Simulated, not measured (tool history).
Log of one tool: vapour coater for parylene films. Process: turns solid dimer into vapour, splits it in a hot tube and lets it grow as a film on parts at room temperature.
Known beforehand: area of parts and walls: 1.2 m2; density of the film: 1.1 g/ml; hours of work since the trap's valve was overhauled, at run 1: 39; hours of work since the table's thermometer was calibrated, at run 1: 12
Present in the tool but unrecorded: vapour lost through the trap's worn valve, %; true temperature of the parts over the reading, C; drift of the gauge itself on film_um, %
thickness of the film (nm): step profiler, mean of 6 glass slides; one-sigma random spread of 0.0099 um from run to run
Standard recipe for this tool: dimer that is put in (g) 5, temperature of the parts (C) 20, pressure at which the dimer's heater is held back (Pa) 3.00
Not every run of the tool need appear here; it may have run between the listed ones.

run   hour  dimer that is put in (g)  temperature of the parts (C)  pressure at which the dimer's heater is held back (Pa)  hours of work since the trap's valve was overhauled  hours of work since the table's thermometer was calibrated  thickness of the film (nm)
  1    0.0                         5                            20                                                    3.00                                                   39                                                          12                        2674
  2   25.1                         5                            20                                                    3.00                                                   51                                                          25                        2643
  3   45.4                         5                            16                                                    3.00                                                   61                                                          35                        3119
  4   71.7                         5                            16                                                    3.00                                                   74                                                          48                        3120
  5   89.5                         5                            16                                                    3.00                                                   83                                                          56                        3102
  6  119.8                         5                            12                                                    3.00                                                   98                                                          71                        3629
  7  142.5                         5                            12                                                    3.00                                                  109                                                          83                        3612
  8  171.6                         5                            23                                                    7.47                                                  124                                                          97                        1867
  9  188.7                         8                            18                                                    3.00                                                  132                                                         106                        4533
 10  217.2                         8                            18                                                    3.00                                                  146                                                         120                        4494
 11  243.0                         8                            17                                                    3.00                                                  159                                                         132                        4692

Branching from run 11: 5 alternative next runs. What would each branch give?
  A  266.4                         5                            20                                                    9.32                                                  171                                                         144                           ?
  B  266.4                         8                            16                                                    6.31                                                  171                                                         144                           ?
  C  266.4                         9                            17                                                    2.24                                                  171                                                         144                           ?
  D  266.4                         5                            15                                                    7.77                                                  171                                                         144                           ?
  E  266.4                         5                            19                                                    5.04                                                  171                                                         144                           ?

run  thickness of the film (nm)
  A                        1991
  B                        4104
  C                        5610
  D                        2549
  E                        2383
Without the tool's hidden state the same runs would have given:
run  thickness of the film (nm)
  A                        2083
  B                        4292
  C                        5867
  D                        2666
  E                        2492
